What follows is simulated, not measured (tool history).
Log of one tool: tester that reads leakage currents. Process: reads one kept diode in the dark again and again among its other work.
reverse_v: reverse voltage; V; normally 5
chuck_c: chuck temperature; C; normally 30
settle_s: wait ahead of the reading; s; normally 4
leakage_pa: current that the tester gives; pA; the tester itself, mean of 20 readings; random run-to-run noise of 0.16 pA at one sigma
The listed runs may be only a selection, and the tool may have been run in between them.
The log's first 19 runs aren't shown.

run,hour,reverse_v,chuck_c,settle_s,hours of work since the probe card was cleaned,hours of work since the tester was calibrated,hours of work since the chuck was calibrated,leakage_pa
20,2719.8,3.32,54,1.2,503,264,240,288.12
21,2930.2,3.32,54,1.2,592,353,329,285.45
22,3070,16.53,30,4,651,412,388,102.08
23,3197.6,2.2,51,1.15,705,466,442,183.12
24,3403.2,2.2,51,1.15,792,553,528,183.48
25,3614.9,1.96,54,0.96,881,642,618,214.3
26,3793.8,1.96,54,0.96,957,717,693,213.08
27,3976.9,1.08,22,0.53,1034,795,771,11.95
28,4075.7,1.62,45,4,1076,837,812,95.61
29,4210.8,1.62,45,4,1133,894,870,95.75
30,4428.9,10.16,35,0.73,1225,986,962,118.3
31,4624.9,5,27,0.94,1308,1069,1044,42.64
32,4826.7,5,21,4,1393,1154,1130,27.01

Alternative continuations, all from the tool just after run 32; predict every row:
# hour 4980.5: probe card cleaned and baked
A,4980.5,4.18,21,5.09,0,1217,1193,?
# hour 4980.5: probe card cleaned and baked
B,4980.5,5.42,27,0.66,0,1217,1193,?
# hour 4980.5: probe card cleaned and baked
C,4980.5,11.36,21,4,0,1217,1193,?
# hour 4980.5: probe card cleaned and baked
D,4980.5,7.35,30,4.18,0,1217,1193,?

run,leakage_pa
A,18.92
B,38.86
C,32.03
D,57.19
With no hidden state in the tool, these same runs would have given:
run,leakage_pa
A,20.94
B,42.71
C,35.4
D,62.95
